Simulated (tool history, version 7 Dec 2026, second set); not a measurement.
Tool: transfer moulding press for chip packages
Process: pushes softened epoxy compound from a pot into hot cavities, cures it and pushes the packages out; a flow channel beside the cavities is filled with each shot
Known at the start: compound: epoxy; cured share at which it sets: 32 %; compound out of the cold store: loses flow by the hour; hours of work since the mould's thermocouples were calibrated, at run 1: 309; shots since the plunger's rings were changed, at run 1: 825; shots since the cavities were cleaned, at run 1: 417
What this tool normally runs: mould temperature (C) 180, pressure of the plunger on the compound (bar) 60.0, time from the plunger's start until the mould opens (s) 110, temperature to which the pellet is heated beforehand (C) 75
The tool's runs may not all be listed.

run    hour  mould temperature (C)  pressure of the plunger on the compound (bar)  time from the plunger's start until the mould opens (s)  temperature to which the pellet is heated beforehand (C)  hours of work since the mould's thermocouples were calibrated  shots since the plunger's rings were changed  shots since the cavities were cleaned  incoming compound's hours out of the cold store  length that the compound runs in the flow channel (mm)  greatest force on the pins that push the packages out (N)
  1     0.0                    180                                           60.0                                                      110                                                        75                                                            309                                           825                                    417                                             40.2                                                     532                                                        422
       14.2  -- cavities cleaned with cleaning compound and waxed
  2    56.8                    180                                           60.0                                                      110                                                        75                                                            345                                          1450                                    481                                             47.5                                                     506                                                        440
       65.0  -- cavities cleaned with cleaning compound and waxed
  3   101.5                    180                                           60.0                                                      110                                                        75                                                            373                                          1938                                    412                                             23.4                                                     582                                                        439
      116.0  -- cavities cleaned with cleaning compound and waxed
  4   156.6                    180                                           60.0                                                      110                                                        75                                                            408                                          2543                                    458                                             20.0                                                     591                                                        461
      168.5  -- cavities cleaned with cleaning compound and waxed
  5   201.1                    180                                           60.0                                                      110                                                        75                                                            437                                          3029                                    368                                             45.7                                                     506                                                        417
      222.5  -- cavities cleaned with cleaning compound and waxed
  6   248.5                    180                                           60.0                                                      110                                                        75                                                            467                                          3548                                    294                                             46.7                                                     501                                                        377
      254.9  -- plunger's sealing rings changed
      277.1  -- cavities cleaned with cleaning compound and waxed
  7   314.1                    180                                           60.0                                                      110                                                        75                                                            507                                           652                                    418                                             11.0                                                     633                                                        435
      329.0  -- cavities cleaned with cleaning compound and waxed
  8   349.6                    180                                           60.0                                                      110                                                        71                                                            529                                          1036                                    233                                             21.5                                                     592                                                        369
      382.4  -- cavities cleaned with cleaning compound and waxed
  9   397.9                    180                                           60.0                                                      110                                                        71                                                            560                                          1566                                    176                                             23.4                                                     583                                                        359
      430.4  -- mould's thermocouples calibrated
      438.1  -- cavities cleaned with cleaning compound and waxed
 10   474.1                    180                                           47.6                                                      110                                                        75                                                             28                                          2387                                    407                                             35.5                                                     481                                                        438
      492.5  -- cavities cleaned with cleaning compound and waxed
      545.8  -- cavities cleaned with cleaning compound and waxed
 11   549.5                    180                                           53.0                                                      110                                                        75                                                             75                                          3205                                     42                                             18.6                                                     559                                                        276
      584.8  -- plunger's sealing rings changed
      598.7  -- cavities cleaned with cleaning compound and waxed
 12   609.0                    180                                           53.0                                                      110                                                        75                                                            111                                           257                                    116                                             23.4                                                     552                                                        313
      651.7  -- cavities cleaned with cleaning compound and waxed
 13   671.5                    180                                           53.0                                                      110                                                        75                                                            151                                           946                                    224                                             37.6                                                     507                                                        374
      706.5  -- cavities cleaned with cleaning compound and waxed
 14   725.1                    180                                           52.5                                                      110                                                        84                                                            185                                          1535                                    210                                              9.8                                                     592                                                        368
      758.2  -- cavities cleaned with cleaning compound and waxed
 15   769.0                    172                                           58.3                                                       91                                                        70                                                            213                                          2014                                    121                                             43.6                                                     526                                                        605
      813.3  -- cavities cleaned with cleaning compound and waxed
 16   813.4                    180                                           68.7                                                      100                                                        75                                                            241                                          2499                                      2                                             45.6                                                     544                                                        250
 17   849.3                    186                                           68.7                                                      122                                                        75                                                            265                                          2905                                    408                                             23.9                                                     606                                                        389
      866.5  -- cavities cleaned with cleaning compound and waxed
      911.7  -- plunger's sealing rings changed
      918.9  -- cavities cleaned with cleaning compound and waxed
 18   919.1                    186                                           52.3                                                      136                                                        75                                                            307                                            66                                      3                                             35.3                                                     501                                                        226
      972.0  -- cavities cleaned with cleaning compound and waxed
 19   983.0                    186                                           52.3                                                      136                                                        75                                                            347                                           771                                    124                                              9.8                                                     582                                                        277
     1022.4  -- cavities cleaned with cleaning compound and waxed
 20  1037.8                    186                                           71.8                                                      102                                                        75                                                            382                                          1374                                    174                                             22.2                                                     632                                                        335
     1075.3  -- cavities cleaned with cleaning compound and waxed
 21  1083.1                    177                                           60.0                                                      140                                                        75                                                            411                                          1869                                     89                                             22.3                                                     594                                                        293
     1125.4  -- cavities cleaned with cleaning compound and waxed
 22  1138.4                    185                                           52.9                                                      108                                                        70                                                            446                                          2476                                    147                                             40.6                                                     482                                                        301
     1175.0  -- cavities cleaned with cleaning compound and waxed
 23  1181.4                    185                                           52.9                                                      108                                                        70                                                            473                                          2945                                     71                                             10.3                                                     576                                                        279
 24  1210.9                    185                                           48.4                                                       95                                                        83                                                            493                                          3279                                    405                                             28.1                                                     495                                                        412
     1228.2  -- cavities cleaned with cleaning compound and waxed
     1241.7  -- plunger's sealing rings changed
 25  1251.7                    180                                           60.0                                                      110                                                        67                                                            517                                           112                                    237                                              9.5                                                     640                                                        395

Below are 3 alternative next runs, each starting from the tool's condition after run 25. Predict each:
     1284.6  -- cavities cleaned with cleaning compound and waxed
  A  1290.2                    180                                           60.0                                                       99                                                        67                                                            541                                           531                                     63                                             42.5                                                       ?                                                          ?
     1284.6  -- cavities cleaned with cleaning compound and waxed
  B  1290.2                    180                                           49.9                                                      110                                                        75                                                            541                                           531                                     63                                             47.0                                                       ?                                                          ?
     1284.6  -- cavities cleaned with cleaning compound and waxed
  C  1290.2                    188                                           60.0                                                      136                                                        67                                                            541                                           531                                     63                                             30.5                                                       ?                                                          ?

run  length that the compound runs in the flow channel (mm)  greatest force on the pins that push the packages out (N)
  A                                                     522                                                        297
  B                                                     465                                                        266
  C                                                     548                                                        262
Had the tool no hidden state, the same runs would have come out as:
run  length that the compound runs in the flow channel (mm)  greatest force on the pins that push the packages out (N)
  A                                                     527                                                        251
  B                                                     469                                                        220
  C                                                     553                                                        215

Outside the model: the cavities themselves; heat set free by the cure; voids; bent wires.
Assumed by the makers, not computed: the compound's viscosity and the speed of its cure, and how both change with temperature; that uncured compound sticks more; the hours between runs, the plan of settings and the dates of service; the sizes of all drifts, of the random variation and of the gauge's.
